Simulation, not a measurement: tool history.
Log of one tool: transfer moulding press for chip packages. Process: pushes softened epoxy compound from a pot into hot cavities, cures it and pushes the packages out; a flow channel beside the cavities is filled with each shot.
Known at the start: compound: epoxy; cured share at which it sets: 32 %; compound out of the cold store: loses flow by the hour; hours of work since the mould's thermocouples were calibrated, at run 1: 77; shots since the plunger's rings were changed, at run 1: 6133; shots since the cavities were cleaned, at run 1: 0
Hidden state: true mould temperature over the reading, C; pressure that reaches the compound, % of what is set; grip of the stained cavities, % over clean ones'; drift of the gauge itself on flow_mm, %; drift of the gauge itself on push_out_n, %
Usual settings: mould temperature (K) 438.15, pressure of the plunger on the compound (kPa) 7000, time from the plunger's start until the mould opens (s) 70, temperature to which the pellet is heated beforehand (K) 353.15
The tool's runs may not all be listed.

run   hour  mould temperature (K)  pressure of the plunger on the compound (kPa)  time from the plunger's start until the mould opens (s)  temperature to which the pellet is heated beforehand (K)  hours of work since the mould's thermocouples were calibrated  shots since the plunger's rings were changed  shots since the cavities were cleaned  incoming compound's hours out of the cold store  length that the compound runs in the flow channel (mm)  greatest force on the pins that push the packages out (N)
  1    0.0                 438.15                                           7000                                                       70                                                    353.15                                                             77                                          6133                                      0                                             33.4                                                     563                                                        413
      10.1  -- plunger's sealing rings changed
  2   17.2                 438.15                                           7000                                                       70                                                    353.15                                                             86                                           101                                    208                                             19.5                                                     711                                                        535
  3   29.1                 438.15                                           7000                                                       70                                                    353.15                                                             93                                           268                                    375                                             47.3                                                     599                                                        558
  4   48.0                 438.15                                           7000                                                       70                                                    353.15                                                            105                                           533                                    640                                             33.5                                                     647                                                        709
  5   62.4                 438.15                                           7000                                                       70                                                    353.15                                                            114                                           737                                    844                                             46.5                                                     600                                                        729
  6   78.2                 438.15                                           7000                                                       70                                                    353.15                                                            123                                           959                                   1066                                             32.6                                                     657                                                        778
      87.7  -- cavities cleaned with cleaning compound and waxed
  7   88.1                 438.15                                           7000                                                       76                                                    353.15                                                            128                                          1077                                      6                                             12.1                                                     746                                                       1028
  8  101.3                 438.15                                           7000                                                       76                                                    353.15                                                            136                                          1262                                    191                                             35.4                                                     642                                                        936
  9  118.4                 438.15                                           7000                                                       76                                                    353.15                                                            147                                          1504                                    433                                             35.7                                                     638                                                        909
     123.8  -- cavities cleaned with cleaning compound and waxed, once more
 10  133.7                 438.15                                           7000                                                       76                                                    353.15                                                            155                                          1697                                    139                                             12.9                                                     730                                                        439
 11  142.0                 438.15                                           6010                                                       76                                                    353.15                                                            160                                          1815                                    257                                             18.7                                                     651                                                        510
 12  150.6                 438.15                                           6010                                                       76                                                    353.15                                                            166                                          1936                                    378                                             39.4                                                     564                                                        532
 13  168.1                 438.15                                           6010                                                       76                                                    353.15                                                            176                                          2182                                    624                                             13.0                                                     667                                                        634
 14  181.7                 438.15                                           6010                                                       76                                                    353.15                                                            185                                          2374                                    816                                             38.4                                                     564                                                        662
 15  198.6                 438.15                                           8610                                                       74                                                    353.15                                                            195                                          2612                                   1054                                             39.2                                                     666                                                        708
     209.2  -- cavities cleaned with cleaning compound and waxed
 16  217.2                 438.15                                           8160                                                       90                                                    357.15                                                            205                                          2852                                    113                                             31.6                                                     678                                                        364
 17  233.1                 438.15                                           8160                                                       90                                                    357.15                                                            215                                          3076                                    337                                             16.3                                                     755                                                        454
 18  246.1                 438.15                                           6040                                                       61                                                    362.15                                                            223                                          3258                                    519                                             29.4                                                     585                                                        897
 19  257.2                 441.15                                           7640                                                       88                                                    363.15                                                            230                                          3415                                    676                                             41.9                                                     597                                                        512
 20  275.1                 441.15                                           7830                                                       88                                                    363.15                                                            241                                          3668                                    929                                             17.4                                                     698                                                        558
     294.6  -- cavities cleaned with cleaning compound and waxed
 21  295.4                 441.15                                           7830                                                       88                                                    363.15                                                            252                                          3932                                     12                                             45.4                                                     582                                                        288
 22  306.3                 433.15                                           5210                                                       66                                                    348.15                                                            259                                          4085                                    165                                             35.0                                                     526                                                        866
 23  316.7                 437.15                                           5210                                                       74                                                    348.15                                                            265                                          4231                                    311                                             35.7                                                     511                                                        582
 24  326.0                 437.15                                           5210                                                       74                                                    348.15                                                            271                                          4363                                    443                                             23.9                                                     553                                                        602
 25  345.2                 434.15                                           6510                                                       55                                                    348.15                                                            282                                          4632                                    712                                             30.3                                                     599                                                       1753
 26  360.6                 441.15                                           6510                                                       55                                                    348.15                                                            292                                          4849                                    929                                              8.2                                                     673                                                       1307
     380.0  -- cavities cleaned with cleaning compound and waxed
 27  380.4                 432.15                                           6510                                                       62                                                    348.15                                                            303                                          5106                                      4                                             47.3                                                     528                                                        838
 28  389.8                 432.15                                           6510                                                       62                                                    348.15                                                            309                                          5239                                    137                                             11.9                                                     665                                                       1197

3 ways to go on from here, each from the tool as it stands after run 28. What would each give?
  A  403.4                 431.15                                           6790                                                      103                                                    353.15                                                            317                                          5431                                    329                                             34.7                                                       ?                                                          ?
  B  403.4                 432.15                                           6510                                                       78                                                    359.15                                                            317                                          5431                                    329                                             26.9                                                       ?                                                          ?
  C  403.4                 443.15                                           5710                                                       62                                                    361.15                                                            317                                          5431                                    329                                             23.9                                                       ?                                                          ?

run  length that the compound runs in the flow channel (mm)  greatest force on the pins that push the packages out (N)
  A                                                     585                                                        483
  B                                                     599                                                        724
  C                                                     543                                                        555
Without the tool's hidden state the same runs would have given:
run  length that the compound runs in the flow channel (mm)  greatest force on the pins that push the packages out (N)
  A                                                     658                                                        334
  B                                                     674                                                        488
  C                                                     612                                                        378

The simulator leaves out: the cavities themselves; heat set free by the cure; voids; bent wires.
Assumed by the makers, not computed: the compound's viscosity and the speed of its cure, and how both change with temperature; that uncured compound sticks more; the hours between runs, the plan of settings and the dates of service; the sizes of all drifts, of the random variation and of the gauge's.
